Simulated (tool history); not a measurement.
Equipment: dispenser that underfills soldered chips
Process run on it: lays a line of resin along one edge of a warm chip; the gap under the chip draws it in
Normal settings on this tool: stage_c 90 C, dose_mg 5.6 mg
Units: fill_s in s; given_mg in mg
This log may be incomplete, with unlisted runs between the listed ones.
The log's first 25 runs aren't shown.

run	hour	stage_c	dose_mg	hours of work since the syringe was changed	hours of work since the valve was cleaned	hours of work since the stage was calibrated	fill_s	given_mg
# hour 119.7: new syringe of resin
26	123.6	80	5.6	2	67	208	177.9	5.43
27	128.4	101	6.87	5	70	211	69.7	6.63
# hour 129.3: new syringe of resin
28	132.4	89	7.01	2	73	213	112.6	6.77
# hour 138.6: new syringe of resin
29	139.2	89	7.01	0	76	217	104.7	6.73
30	145.6	89	7.01	4	80	221	119.5	6.78
# hour 148: new syringe of resin
31	149.2	98	4.95	1	82	223	75.4	4.8
32	154.3	90	5.46	4	85	226	117.4	5.21
# hour 157.3: new syringe of resin
33	158.4	84	5.46	1	88	228	140.1	5.22
34	161.9	84	5.46	3	90	230	147.4	5.27

The next listed run, before its measurement:
# hour 166.8: new syringe of resin
35	167.7	84	5.51	1	93	234	?	?

fill_s: 137.5 s
given_mg: 5.29 mg
On a tool with no hidden condition, and with the same random variation, this run would have come out at fill_s 145.7 s, given_mg 5.53 mg.
